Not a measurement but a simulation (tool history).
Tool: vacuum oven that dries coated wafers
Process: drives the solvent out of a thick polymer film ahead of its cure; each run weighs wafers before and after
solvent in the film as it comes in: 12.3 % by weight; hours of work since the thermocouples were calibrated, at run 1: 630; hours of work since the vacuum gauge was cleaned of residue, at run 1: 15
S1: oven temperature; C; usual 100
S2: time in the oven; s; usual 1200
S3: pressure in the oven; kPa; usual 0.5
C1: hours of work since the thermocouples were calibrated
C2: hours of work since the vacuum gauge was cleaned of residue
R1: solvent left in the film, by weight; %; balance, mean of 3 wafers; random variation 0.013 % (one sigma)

run	hour	S1	S2	S3	C1	C2	R1
1	0	100	1200	0.5	630	15	1.19
2	15.1	100	1200	0.5	638	23	1.21
3	32.6	100	1200	0.5	647	32	1.18
4	57.5	100	1200	0.5	660	45	1.2
5	85.9	100	1200	0.428	674	60	1.18
6	110.3	106	1200	0.5	687	72	0.66
7	125.3	106	1200	0.5	695	80	0.65
8	144.7	106	1200	0.5	705	90	0.66
9	160.7	100	1200	0.5	713	99	1.19
10	173.5	100	1200	0.5	720	105	1.18
11	203.2	100	1200	1.634	736	121	1.4
12	223.6	100	1200	1.634	746	131	1.4
13	251.9	100	1200	1.634	761	146	1.4
14	277.5	100	1200	0.5	774	160	1.16
15	294.7	100	1200	0.5	783	169	1.18
16	321.9	104	1080	0.262	797	183	0.97
17	338.3	104	1080	0.262	806	191	0.99
18	362.4	104	1080	0.262	819	204	0.97
19	391	108	780	1.604	834	219	1.54
20	418.4	108	780	1.604	848	233	1.52
21	438.7	108	780	0.275	858	244	1.35
22	462.2	89	1800	0.5	871	256	1.41
23	476	114	1680	0.747	878	263	0.14
24	500.1	100	1680	1.347	890	276	0.72
25	525.7	98	1260	0.443	904	289	1.25
26	550.4	100	1020	0.768	917	302	1.6
27	564.5	96	1680	0.493	924	309	0.83
28	589.1	110	1560	0.631	937	322	0.24
29	618.8	107	720	0.896	952	338	1.75

5 ways to go on from here, each from the tool as it stands after run 29. What would each give?
A	645.6	86	1020	0.331	966	352	?
B	645.6	108	1140	1.996	966	352	?
C	645.6	100	720	0.5	966	352	?
D	645.6	100	1200	0.299	966	352	?
E	645.6	98	1440	0.382	966	352	?

run	R1
A	3.61
B	0.81
C	2.67
D	1.09
E	0.91
Without the tool's hidden state the same runs would have given:
run	R1
A	3.92
B	0.94
C	2.96
D	1.28
E	1.07

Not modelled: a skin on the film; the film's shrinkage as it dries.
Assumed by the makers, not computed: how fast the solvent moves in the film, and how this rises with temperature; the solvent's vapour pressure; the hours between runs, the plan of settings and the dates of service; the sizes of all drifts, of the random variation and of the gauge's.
